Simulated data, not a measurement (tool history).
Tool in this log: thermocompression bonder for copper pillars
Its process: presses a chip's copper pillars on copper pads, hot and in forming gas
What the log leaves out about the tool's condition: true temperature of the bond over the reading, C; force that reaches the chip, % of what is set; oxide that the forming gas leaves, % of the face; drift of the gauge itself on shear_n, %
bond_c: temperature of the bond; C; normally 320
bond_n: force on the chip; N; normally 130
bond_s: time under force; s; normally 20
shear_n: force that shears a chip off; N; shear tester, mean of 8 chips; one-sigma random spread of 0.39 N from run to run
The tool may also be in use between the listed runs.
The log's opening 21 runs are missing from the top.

run    hour  bond_c  bond_n  bond_s  hours of work since the heater was calibrated  hours of work since the force cell was calibrated  hours of work since the gas filter was changed  shear_n
 22  1172.0     326      88      24                                            355                                                607                                              88     77.8
 23  1250.3     340     187      23                                            416                                                668                                             149    102.3
     1295.4  -- force cell calibrated
 24  1295.4     340     131      36                                            450                                                  0                                             183    103.3
     1333.4  -- forming gas filter changed
 25  1376.7     305     106      20                                            513                                                 63                                              34     69.1
 26  1451.0     320     190      17                                            571                                                121                                              92     88.6
     1479.1  -- heater calibrated with a thermocouple chip
 27  1495.3     320     190      17                                             13                                                154                                             125     88.9
 28  1577.3     320     189      24                                             77                                                218                                             189     95.1
     1608.4  -- forming gas filter changed
 29  1642.9     295     141      20                                            128                                                269                                              27     71.5
 30  1709.2     295     120      37                                            179                                                321                                              79     80.8
 31  1760.4     312     130      20                                            219                                                361                                             119     78.1
 32  1799.9     303     187      13                                            250                                                392                                             150     73.4
 33  1842.3     341     185      13                                            283                                                425                                             183     90.9
     1883.3  -- forming gas filter changed
 34  1885.8     331     130      17                                            317                                                458                                               2     82.2
     1919.3  -- gauge calibrated
 35  1956.9     331     130      27                                            372                                                514                                              57     94.9
 36  2004.3     307      83      27                                            409                                                551                                              94     71.1
 37  2081.5     320     161      20                                            470                                                611                                             155     89.7
 38  2137.3     320     161      20                                            513                                                655                                             198     89.3
     2157.7  -- forming gas filter changed
     2201.0  -- force cell calibrated
 39  2201.0     320      80      20                                            561                                                  0                                              33     70.0

Below are 3 alternative next runs, each starting from the tool's condition after run 39. Predict each:
     2238.3  -- heater calibrated with a thermocouple chip
  A  2238.3     320     130      22                                              0                                                 28                                              60        ?
     2238.3  -- heater calibrated with a thermocouple chip
  B  2238.3     320     125      20                                              0                                                 28                                              60        ?
     2238.3  -- heater calibrated with a thermocouple chip
  C  2238.3     320     110      31                                              0                                                 28                                              60        ?

run  shear_n
  A     85.4
  B     82.0
  C     88.3
Had the tool no hidden state, the same runs would have come out as:
run  shear_n
  A     85.9
  B     82.5
  C     88.7

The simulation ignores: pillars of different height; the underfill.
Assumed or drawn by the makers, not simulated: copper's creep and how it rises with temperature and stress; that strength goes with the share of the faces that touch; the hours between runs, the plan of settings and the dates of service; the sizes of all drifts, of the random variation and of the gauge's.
